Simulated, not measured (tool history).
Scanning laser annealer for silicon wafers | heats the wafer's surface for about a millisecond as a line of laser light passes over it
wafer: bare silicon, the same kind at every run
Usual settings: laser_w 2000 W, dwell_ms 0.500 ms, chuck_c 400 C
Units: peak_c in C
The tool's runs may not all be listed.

run	hour	laser_w	dwell_ms	chuck_c	peak_c
1	0.0	2000	0.500	400	1071
2	20.5	2000	0.500	374	1042
3	41.1	2000	0.612	400	1146
4	55.5	2000	0.500	400	1064
5	71.0	2000	0.500	400	1063
6	89.9	2000	0.500	400	1063
7	105.1	2000	0.500	400	1063
8	115.7	2000	0.500	368	1027
9	134.5	2000	0.500	368	1027
10	152.6	2000	0.500	400	1054
11	171.7	2000	0.500	400	1054
12	192.0	2000	0.500	400	1052
13	210.1	2000	0.500	400	1044
# hour 226.7: window over the wafer cleaned
14	232.4	2000	0.565	400	1068
15	250.6	2000	0.500	437	1055
16	270.7	2000	0.500	437	1056
# hour 292.8: window over the wafer cleaned, once more
17	292.8	2000	0.500	437	1132
18	307.7	2000	0.500	437	1128
19	324.3	2000	0.399	437	1046
20	343.4	2000	0.500	400	1092
21	362.0	2000	0.500	400	1088
22	380.0	2079	0.353	407	993
23	393.2	1728	0.599	412	1063
24	401.9	1728	0.599	412	1066
25	412.0	2043	0.449	422	1074
26	427.5	2043	0.449	422	1076
27	439.8	2043	0.449	422	1076
28	448.8	2119	0.493	365	1076
29	469.5	1956	0.588	371	1098
30	489.5	1956	0.588	371	1097
31	504.0	2120	0.395	400	1025
32	512.7	2120	0.567	400	1169
33	525.6	1848	0.470	400	996
34	537.5	1882	0.500	386	1017
35	554.7	1882	0.500	386	1016
36	565.0	1882	0.500	386	1013
37	585.1	1882	0.500	386	1014
38	595.6	1882	0.558	386	1053
39	613.1	1882	0.471	387	988
40	622.1	1882	0.471	387	990
41	630.8	2000	0.500	388	1050
42	642.5	2000	0.555	399	1101

3 ways to go on from here, each from the tool as it stands after run 42. What would each give?
A	661.8	1971	0.555	399	?
B	661.8	1815	0.555	399	?
C	661.8	2000	0.555	374	?

run	peak_c
A	1082
B	1033
C	1073
Without the tool's hidden state the same runs would have given:
run	peak_c
A	1126
B	1074
C	1118

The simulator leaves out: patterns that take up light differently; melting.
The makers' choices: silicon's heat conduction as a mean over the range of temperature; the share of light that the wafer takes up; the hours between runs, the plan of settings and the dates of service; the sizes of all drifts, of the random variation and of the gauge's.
